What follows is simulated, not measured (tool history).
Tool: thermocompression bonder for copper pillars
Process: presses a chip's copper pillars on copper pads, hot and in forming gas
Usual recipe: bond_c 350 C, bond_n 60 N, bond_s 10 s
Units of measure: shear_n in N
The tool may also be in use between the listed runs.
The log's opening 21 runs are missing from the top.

| run | hour | bond_c | bond_n | bond_s | hours of work since the heater was calibrated | hours of work since the force cell was calibrated | hours of work since the gas filter was changed | shear_n |
|---|---|---|---|---|---|---|---|---|
|  | 284.7 | forming gas filter changed |
| 22 | 296.7 | 373 | 52 | 23 | 497 | 171 | 9 | 48.8 |
| 23 | 317.3 | 373 | 52 | 23 | 513 | 187 | 25 | 48.7 |
| 24 | 327.9 | 373 | 55 | 7 | 522 | 195 | 34 | 34.2 |
| 25 | 340.1 | 356 | 82 | 10 | 531 | 205 | 43 | 48.7 |
| 26 | 358 | 350 | 78 | 20 | 545 | 219 | 57 | 54.4 |
| 27 | 368 | 350 | 78 | 13 | 553 | 227 | 65 | 47.5 |
| 28 | 383 | 345 | 81 | 22 | 565 | 238 | 77 | 54.9 |
| 29 | 398.7 | 345 | 46 | 23 | 577 | 251 | 89 | 32 |
| 30 | 418 | 350 | 44 | 24 | 592 | 266 | 104 | 32.9 |
| 31 | 429.6 | 325 | 87 | 6 | 601 | 275 | 113 | 30.1 |
| 32 | 440.5 | 350 | 44 | 14 | 610 | 283 | 122 | 26 |
| 33 | 459.5 | 350 | 85 | 25 | 624 | 298 | 137 | 60.6 |
| 34 | 470.9 | 350 | 85 | 25 | 633 | 307 | 145 | 60.4 |
| 35 | 479.7 | 372 | 60 | 9 | 640 | 314 | 152 | 39.5 |
| 36 | 498.8 | 342 | 69 | 9 | 655 | 329 | 167 | 33.1 |
| 37 | 510.3 | 350 | 57 | 8 | 664 | 338 | 176 | 27.8 |
| 38 | 531.1 | 374 | 64 | 5 | 680 | 354 | 192 | 34.5 |
| 39 | 547.3 | 380 | 44 | 5 | 693 | 367 | 205 | 23.7 |
| 40 | 567.9 | 350 | 38 | 10 | 709 | 383 | 221 | 18.6 |
| 41 | 584.6 | 362 | 64 | 6 | 722 | 396 | 234 | 32 |

Here are 3 independent what-if runs from the current tool condition. What would each one return?
| A | 601.8 | 369 | 60 | 7 | 736 | 409 | 248 | ? |
| B | 601.8 | 350 | 67 | 10 | 736 | 409 | 248 | ? |
| C | 601.8 | 332 | 48 | 18 | 736 | 409 | 248 | ? |

| run | shear_n |
|---|---|
| A | 34.2 |
| B | 35.9 |
| C | 25.1 |
Take away the tool's hidden state, keep each run's random variation, and the runs would have read:
| run | shear_n |
|---|---|
| A | 35.7 |
| B | 37.5 |
| C | 26.2 |
